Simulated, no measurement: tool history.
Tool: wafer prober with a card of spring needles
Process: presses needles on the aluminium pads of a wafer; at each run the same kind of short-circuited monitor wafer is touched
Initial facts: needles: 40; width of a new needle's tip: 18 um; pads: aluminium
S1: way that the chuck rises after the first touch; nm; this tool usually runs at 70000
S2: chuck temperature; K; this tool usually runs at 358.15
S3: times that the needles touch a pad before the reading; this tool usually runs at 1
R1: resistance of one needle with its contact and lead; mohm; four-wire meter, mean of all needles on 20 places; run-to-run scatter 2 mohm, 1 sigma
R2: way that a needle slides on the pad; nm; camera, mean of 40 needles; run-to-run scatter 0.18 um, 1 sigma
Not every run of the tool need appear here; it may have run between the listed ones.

run   hour     S1      S2  S3   R1     R2
  1    0.0  70000  358.15   1  229  18480
       8.4  -- tips cleaned on abrasive film
      18.6  -- tips cleaned on abrasive film
  2   21.0  70000  358.15   3  220  18570
      28.7  -- tips cleaned on abrasive film
      39.0  -- tips cleaned on abrasive film
  3   39.0  70000  358.15   3  221  18460
      49.9  -- tips cleaned on abrasive film
      60.3  -- tips cleaned on abrasive film
  4   60.7  55000  358.15   1  227  14090
      71.7  -- tips cleaned on abrasive film
      83.0  -- tips cleaned on abrasive film
  5   83.0  76000  358.15   1  219  20040
      93.7  -- tips cleaned on abrasive film
  6   94.7  70000  298.15   1  215  18290
     104.0  -- tips cleaned on abrasive film
     114.2  -- tips cleaned on abrasive film
  7  114.9  70000  318.15   1  218  18220
     125.8  -- tips cleaned on abrasive film
     136.0  -- tips cleaned on abrasive film
  8  136.9  70000  318.15   1  214  17940
     147.7  -- tips cleaned on abrasive film
  9  151.0  70000  304.15   1  222  18160
     158.9  -- tips cleaned on abrasive film
     169.5  -- tips cleaned on abrasive film
 10  174.1  70000  358.15   1  243  17980
     181.1  -- tips cleaned on abrasive film
 11  183.8  89000  358.15   1  228  23200
     191.7  -- tips cleaned on abrasive film
     202.5  -- tips cleaned on abrasive film
 12  203.9  89000  358.15   1  221  22920
     213.4  -- tips cleaned on abrasive film
     224.5  -- tips cleaned on abrasive film
 13  225.6  89000  358.15   1  217  23080
     236.1  -- tips cleaned on abrasive film
 14  245.2  89000  358.15   1  238  22660
     246.2  -- tips cleaned on abrasive film
     257.0  -- tips cleaned on abrasive film
     267.7  -- tips cleaned on abrasive film
 15  267.9  88000  358.15   1  218  22600
     278.9  -- tips cleaned on abrasive film
     289.8  -- tips cleaned on abrasive film
 16  290.0  88000  358.15   1  215  22770
     300.3  -- tips cleaned on abrasive film
 17  308.7  88000  358.15   1  241  22680
     312.0  -- tips cleaned on abrasive film
 18  320.1  88000  358.15   1  236  22730
     323.2  -- tips cleaned on abrasive film
     334.9  -- tips cleaned on abrasive film
 19  336.3  70000  358.15   1  228  17720
     345.6  -- tips cleaned on abrasive film
 20  347.2  70000  358.15   1  229  17480
     357.1  -- tips cleaned on abrasive film
 21  357.1  85000  318.15   1  209  21990
     367.5  -- tips cleaned on abrasive film
 22  368.8  85000  318.15   1  218  21460
     377.9  -- tips cleaned on abrasive film
 23  381.4  86000  318.15   3  212  21810
     388.4  -- tips cleaned on abrasive film
 24  395.6  82000  309.15   2  224  20590
     400.0  -- tips cleaned on abrasive film
 25  407.2  74000  358.15   1  241  18460
     410.1  -- tips cleaned on abrasive film
     421.4  -- tips cleaned on abrasive film
 26  421.8  62000  358.15   2  229  15400
     431.8  -- tips cleaned on abrasive film
     442.2  -- tips cleaned on abrasive film
 27  442.2  62000  358.15   2  223  15280
     453.2  -- tips cleaned on abrasive film
     464.7  -- tips cleaned on abrasive film
 28  465.3  62000  358.15   2  226  14950
     476.5  -- tips cleaned on abrasive film
     487.3  -- tips cleaned on abrasive film
 29  487.3  62000  358.15   2  227  15130
     497.5  -- tips cleaned on abrasive film
 30  497.7  70000  351.15   3  220  17520
     508.5  -- tips cleaned on abrasive film
     520.5  -- tips cleaned on abrasive film
 31  520.7  75000  358.15   1  226  18200

Subtracting, for every run, the result it would have given without the tool's unlogged condition from the measured result gives the following. The same run-to-run variation enters both numbers; the gauge's scatter may not:
What the log doesn't record here: debris on the tips, nm; way that the needles fall short of the set height, um; tips' diameter, um; drift of the gauge itself on contact_mohm, %; drift of the gauge itself on scrub_um, %.
run   R1     R2
  1  +13   -600
  2   +6   -650
  3   +2   -700
  4   +8   -760
  5   +5   -830
  6   +9   -870
  7   +7   -930
  8   +9   -980
  9  +18  -1010
 10  +22  -1060
 11  +11  -1100
 12   +7  -1150
 13   +5  -1200
 14  +23  -1200
 15   +3  -1300
 16   +4  -1360
 17  +25  -1410
 18  +23  -1430
 19  +13  -1490
 20  +11  -1510
 21   +6  -1580
 22   +8  -1570
 23   +6  -1590
 24  +17  -1640
 25  +27  -1670
 26   +8  -1740
 27   +8  -1790
 28   +8  -1850
 29   +8  -1910
 30   +5  -1950
 31   +6  -1980

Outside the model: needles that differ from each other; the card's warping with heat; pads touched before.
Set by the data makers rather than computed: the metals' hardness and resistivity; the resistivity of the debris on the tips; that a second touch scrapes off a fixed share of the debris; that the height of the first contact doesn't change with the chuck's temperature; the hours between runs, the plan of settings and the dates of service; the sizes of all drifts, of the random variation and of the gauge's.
